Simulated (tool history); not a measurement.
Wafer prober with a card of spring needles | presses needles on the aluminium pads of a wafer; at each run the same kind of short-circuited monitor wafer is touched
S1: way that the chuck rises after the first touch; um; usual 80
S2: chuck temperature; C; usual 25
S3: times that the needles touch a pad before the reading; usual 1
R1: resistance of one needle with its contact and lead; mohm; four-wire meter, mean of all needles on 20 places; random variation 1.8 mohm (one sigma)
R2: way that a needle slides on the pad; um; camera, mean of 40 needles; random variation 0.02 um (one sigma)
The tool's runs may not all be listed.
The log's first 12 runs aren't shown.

run	hour	S1	S2	S3	R1	R2
# hour 117: tips cleaned on abrasive film
# hour 124.5: tips cleaned on abrasive film
13	125.6	80	25	1	209	12.49
# hour 132.3: tips cleaned on abrasive film
14	135.2	65	25	1	243	10.05
# hour 140.5: tips cleaned on abrasive film
15	143.8	80	25	1	231	12.42
# hour 148.6: tips cleaned on abrasive film
16	154.7	80	25	1	245	12.41
# hour 156.1: tips cleaned on abrasive film
17	163	84	49	1	248	13.09
# hour 164.4: tips cleaned on abrasive film
# hour 171.9: tips cleaned on abrasive film
18	171.9	80	33	1	195	12.4
# hour 180: tips cleaned on abrasive film
19	185.1	95	62	1	233	14.86
# hour 187.6: tips cleaned on abrasive film
20	192.8	71	65	2	240	10.96
# hour 195.8: tips cleaned on abrasive film
# hour 203.8: tips cleaned on abrasive film
21	203.8	76	106	2	208	11.78
# hour 211.2: tips cleaned on abrasive film
22	212.5	76	106	2	221	11.72
# hour 218.6: tips cleaned on abrasive film
23	224.6	80	70	1	251	12.41
# hour 226.4: tips cleaned on abrasive film
24	231.1	80	70	1	248	12.4
# hour 234.6: tips cleaned on abrasive film
# hour 236.7: height of the first contact set anew
# hour 242.3: tips cleaned on abrasive film
25	244.7	73	29	1	226	11.79
# hour 250: tips cleaned on abrasive film
26	254.9	99	35	2	208	15.96
# hour 257.9: tips cleaned on abrasive film
# hour 265.8: tips cleaned on abrasive film
27	268.1	80	25	2	203	12.87
# hour 274.2: tips cleaned on abrasive film
28	274.3	71	27	3	193	11.38
# hour 282.8: tips cleaned on abrasive film
29	288.2	71	27	1	253	11.42
# hour 291.1: tips cleaned on abrasive film
30	297.7	80	94	3	223	12.84
# hour 298.7: tips cleaned on abrasive film
31	303.7	86	25	1	235	13.83
# hour 306.3: tips cleaned on abrasive film
# hour 313.7: tips cleaned on abrasive film
32	316.4	95	25	1	213	15.25

3 ways to go on from here, each from the tool as it stands after run 32. What would each give?
# hour 321.3: tips cleaned on abrasive film
A	326.8	83	112	1	?	?
# hour 321.3: tips cleaned on abrasive film
B	326.8	77	25	1	?	?
# hour 321.3: tips cleaned on abrasive film
C	326.8	63	39	2	?	?

run	R1	R2
A	249	13.29
B	248	12.31
C	243	10.08
Without the tool's hidden state the same runs would have given:
run	R1	R2
A	203	13.38
B	188	12.41
C	193	10.18
